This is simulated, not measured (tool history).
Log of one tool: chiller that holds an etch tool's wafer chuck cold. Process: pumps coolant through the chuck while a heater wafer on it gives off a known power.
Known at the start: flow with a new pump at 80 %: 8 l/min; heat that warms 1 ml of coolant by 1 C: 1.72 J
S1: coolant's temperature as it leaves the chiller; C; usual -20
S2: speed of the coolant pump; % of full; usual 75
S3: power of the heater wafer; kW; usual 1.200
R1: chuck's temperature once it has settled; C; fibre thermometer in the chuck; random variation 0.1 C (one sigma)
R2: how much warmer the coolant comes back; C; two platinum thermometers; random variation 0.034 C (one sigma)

run 1 day=0.000 | S1=-20 S2=75 S3=1.200 | R1=-9.8 R2=5.88
run 2 day=1.717 | S1=-20 S2=75 S3=1.253 | R1=-9.6 R2=6.14
run 3 day=3.733 | S1=-20 S2=75 S3=1.253 | R1=-9.5 R2=6.14
run 4 day=5.575 | S1=-20 S2=75 S3=1.253 | R1=-9.4 R2=6.18
run 5 day=8.312 | S1=-20 S2=75 S3=1.253 | R1=-9.4 R2=6.19
run 6 day=10.838 | S1=-20 S2=75 S3=1.253 | R1=-9.6 R2=6.18
-- day=12.250 chiller's thermometer calibrated
run 7 day=14.138 | S1=-20 S2=68 S3=1.253 | R1=-8.0 R2=6.92
run 8 day=16.262 | S1=-20 S2=68 S3=1.253 | R1=-8.2 R2=6.93
run 9 day=19.371 | S1=-24 S2=75 S3=1.200 | R1=-13.6 R2=5.96
run 10 day=21.558 | S1=-24 S2=75 S3=1.200 | R1=-13.6 R2=5.90
run 11 day=24.496 | S1=-20 S2=75 S3=1.200 | R1=-9.7 R2=5.97
run 12 day=27.812 | S1=-20 S2=75 S3=1.200 | R1=-9.5 R2=5.99
run 13 day=29.354 | S1=-20 S2=75 S3=1.200 | R1=-9.5 R2=6.00
run 14 day=30.892 | S1=-20 S2=75 S3=1.200 | R1=-9.6 R2=5.97
run 15 day=33.525 | S1=-20 S2=75 S3=1.200 | R1=-9.4 R2=5.93
run 16 day=35.996 | S1=-10 S2=75 S3=1.013 | R1=-1.1 R2=5.07
run 17 day=39.129 | S1=-11 S2=75 S3=0.948 | R1=-2.8 R2=4.72
run 18 day=42.096 | S1=-10 S2=75 S3=1.152 | R1=0.1 R2=5.72
run 19 day=45.042 | S1=-10 S2=75 S3=1.152 | R1=0.1 R2=5.78
run 20 day=47.117 | S1=-10 S2=75 S3=1.152 | R1=0.1 R2=5.78
run 21 day=48.729 | S1=-10 S2=75 S3=1.152 | R1=0.1 R2=5.77
run 22 day=50.638 | S1=-10 S2=75 S3=1.152 | R1=0.1 R2=5.80
run 23 day=53.392 | S1=-26 S2=88 S3=1.570 | R1=-13.6 R2=6.64
run 24 day=55.017 | S1=-25 S2=88 S3=1.200 | R1=-15.7 R2=5.02
run 25 day=56.692 | S1=-27 S2=63 S3=1.316 | R1=-13.6 R2=8.06
run 26 day=59.317 | S1=-27 S2=63 S3=1.316 | R1=-13.4 R2=8.08
run 27 day=61.821 | S1=-28 S2=61 S3=1.299 | R1=-14.4 R2=8.22
run 28 day=64.892 | S1=-28 S2=61 S3=1.299 | R1=-14.3 R2=8.26
run 29 day=68.238 | S1=-28 S2=61 S3=1.299 | R1=-14.3 R2=8.25
run 30 day=69.988 | S1=-28 S2=61 S3=1.189 | R1=-15.3 R2=7.60

Hidden state or all else? Some run-to-run changes of R1, split into what the settings, what came in and random variation would give without the hidden state, and what is left for the hidden state (with any gauge scatter that isn't in both results):
The hidden state here: heat passed by the chuck's channels, % of clean ones'; flow at a given pump speed, % of a new pump's; coolant's true temperature over the reading, C; drift of the gauge itself on chuck_c, C; drift of the gauge itself on warmer_back_c, C.
Run 6 -> 7: S2 75 -> 68, chiller's thermometer calibrated. R1 +1.6 C: hidden state +0.4, all else +1.2.
Run 8 -> 9: S1 -20 -> -24, S2 68 -> 75, S3 1.253 -> 1.200. R1 -5.4 C: hidden state -0.1, all else -5.3.
Run 15 -> 16: S1 -20 -> -10, S3 1.200 -> 1.013. R1 +8.3 C: hidden state -0.1, all else +8.4.
Run 22 -> 23: S1 -10 -> -26, S2 75 -> 88, S3 1.152 -> 1.570. R1 -13.7 C: hidden state +0.2, all else -13.9.
Run 24 -> 25: S1 -25 -> -27, S2 88 -> 63, S3 1.200 -> 1.316. R1 +2.1 C: hidden state +0.3, all else +1.8.
